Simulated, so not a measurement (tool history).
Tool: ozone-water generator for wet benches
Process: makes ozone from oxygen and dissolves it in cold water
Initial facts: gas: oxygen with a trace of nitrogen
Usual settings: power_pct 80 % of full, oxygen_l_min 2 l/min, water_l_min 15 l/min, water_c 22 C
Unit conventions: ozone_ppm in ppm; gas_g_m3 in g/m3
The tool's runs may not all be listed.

run 1 hour=0 | power_pct=80 oxygen_l_min=2 water_l_min=15 water_c=22 | ozone_ppm=17.3 gas_g_m3=290.8
run 2 hour=25.3 | power_pct=80 oxygen_l_min=2 water_l_min=15 water_c=22 | ozone_ppm=17.4 gas_g_m3=290.9
run 3 hour=47.3 | power_pct=80 oxygen_l_min=2.74 water_l_min=15 water_c=22 | ozone_ppm=17.7 gas_g_m3=242
run 4 hour=68.7 | power_pct=45 oxygen_l_min=2.74 water_l_min=15 water_c=22 | ozone_ppm=10.4 gas_g_m3=142.8
run 5 hour=95 | power_pct=45 oxygen_l_min=2.74 water_l_min=15 water_c=22 | ozone_ppm=10.5 gas_g_m3=145.2
run 6 hour=115 | power_pct=80 oxygen_l_min=2 water_l_min=12 water_c=22 | ozone_ppm=21.7 gas_g_m3=287.4
run 7 hour=131.7 | power_pct=80 oxygen_l_min=2 water_l_min=12 water_c=22 | ozone_ppm=21.7 gas_g_m3=293.4
run 8 hour=165.4 | power_pct=80 oxygen_l_min=2 water_l_min=15 water_c=24 | ozone_ppm=16.7 gas_g_m3=291.2
run 9 hour=195.7 | power_pct=80 oxygen_l_min=2 water_l_min=15 water_c=24 | ozone_ppm=16.8 gas_g_m3=290.2
run 10 hour=227.5 | power_pct=80 oxygen_l_min=2 water_l_min=15 water_c=24 | ozone_ppm=16.9 gas_g_m3=288.4
-- hour=234.5 contactor cleaned
run 11 hour=264.6 | power_pct=80 oxygen_l_min=2 water_l_min=15 water_c=22 | ozone_ppm=16.8 gas_g_m3=289
run 12 hour=293.6 | power_pct=80 oxygen_l_min=2 water_l_min=15 water_c=22 | ozone_ppm=17.4 gas_g_m3=289.4
run 13 hour=325.4 | power_pct=80 oxygen_l_min=2 water_l_min=15 water_c=22 | ozone_ppm=17.3 gas_g_m3=291.8
run 14 hour=351.8 | power_pct=80 oxygen_l_min=2 water_l_min=15 water_c=17 | ozone_ppm=18.2 gas_g_m3=289.5
run 15 hour=369.7 | power_pct=80 oxygen_l_min=2 water_l_min=10 water_c=22 | ozone_ppm=25.6 gas_g_m3=291.3
run 16 hour=394.2 | power_pct=80 oxygen_l_min=2 water_l_min=10 water_c=22 | ozone_ppm=25.4 gas_g_m3=288.5
run 17 hour=421.6 | power_pct=80 oxygen_l_min=1.16 water_l_min=12 water_c=25 | ozone_ppm=19.6 gas_g_m3=397.8
-- hour=434.5 contactor cleaned, once more
run 18 hour=454.8 | power_pct=65 oxygen_l_min=1.16 water_l_min=12 water_c=18 | ozone_ppm=17.7 gas_g_m3=333.1
run 19 hour=479.7 | power_pct=65 oxygen_l_min=1.16 water_l_min=12 water_c=14 | ozone_ppm=18.1 gas_g_m3=330.9
run 20 hour=500.6 | power_pct=80 oxygen_l_min=2 water_l_min=16 water_c=22 | ozone_ppm=16.6 gas_g_m3=289.5
run 21 hour=527.2 | power_pct=81 oxygen_l_min=2.31 water_l_min=15 water_c=21 | ozone_ppm=18 gas_g_m3=270.6
run 22 hour=554.1 | power_pct=73 oxygen_l_min=2 water_l_min=15 water_c=14 | ozone_ppm=17.3 gas_g_m3=266
run 23 hour=587.3 | power_pct=73 oxygen_l_min=2 water_l_min=15 water_c=14 | ozone_ppm=17.4 gas_g_m3=266.6
run 24 hour=607.5 | power_pct=80 oxygen_l_min=2 water_l_min=24 water_c=22 | ozone_ppm=10.3 gas_g_m3=288.9
run 25 hour=634.9 | power_pct=60 oxygen_l_min=1.19 water_l_min=14 water_c=27 | ozone_ppm=13.3 gas_g_m3=301.2

Hidden state or all else? Some run-to-run changes of ozone_ppm, split into what the settings, what came in and random variation would give without the hidden state, and what is left for the hidden state (with any gauge scatter that isn't in both results):
The tool's hidden condition here consists of: yield of the discharge, % of new electrodes'; contactor's efficiency, % of a clean one's; true water temperature over the reading, C; drift of the gauge itself on ozone_ppm, %; drift of the gauge itself on gas_g_m3, %.
Run 3 -> 4: power_pct 80 -> 45. ozone_ppm -7.3 ppm: hidden state +0.2, all else -7.5.
Run 5 -> 6: power_pct 45 -> 80, oxygen_l_min 2.74 -> 2, water_l_min 15 -> 12. ozone_ppm +11.2 ppm: hidden state -0.2, all else +11.4.
Run 14 -> 15: water_l_min 15 -> 10, water_c 17 -> 22. ozone_ppm +7.4 ppm: hidden state -0.1, all else +7.5.
Run 17 -> 18: power_pct 80 -> 65, water_c 25 -> 18, contactor cleaned, once more. ozone_ppm -1.9 ppm: hidden state +0.4, all else -2.3.
